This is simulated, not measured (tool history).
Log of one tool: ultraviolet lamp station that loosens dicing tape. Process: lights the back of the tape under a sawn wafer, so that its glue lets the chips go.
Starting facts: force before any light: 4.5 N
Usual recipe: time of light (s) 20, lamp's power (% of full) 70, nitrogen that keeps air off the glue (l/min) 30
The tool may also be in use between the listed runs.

run	hour	time of light (s)	lamp's power (% of full)	nitrogen that keeps air off the glue (l/min)	force that peels the tape off (N)	light that reached the tape (mJ/cm²)
1	0.0	20	70	30	0.445	310
2	30.4	20	70	30	0.456	302
3	57.6	20	70	30	0.484	304
4	85.9	20	70	37	0.448	299
5	116.2	20	70	37	0.447	292
6	150.4	20	70	30	0.532	289
7	208.4	20	70	30	0.581	282
8	246.2	12	64	30	1.380	149
# hour 251.4: window cleaned of glue's vapour
9	299.8	20	67	20	0.860	248
10	328.5	40	71	27	0.169	517
# hour 371.7: window cleaned of glue's vapour, once more
11	384.6	20	85	59	0.179	402

Results per run with the tool's hidden condition removed, run-to-run variation unchanged:
Hidden conditions of the tool in this case: lamp's light, % of a new lamp's; light that the window lets through, % of a clean one's; drift of the gauge itself on peel_n, %; drift of the gauge itself on dose_mj_cm2, %.
run	force that peels the tape off (N)	light that reached the tape (mJ/cm²)
1	0.231	422
2	0.233	419
3	0.237	424
4	0.214	423
5	0.209	418
6	0.245	420
7	0.255	422
8	0.774	228
9	0.345	403
10	0.095	851
11	0.116	515
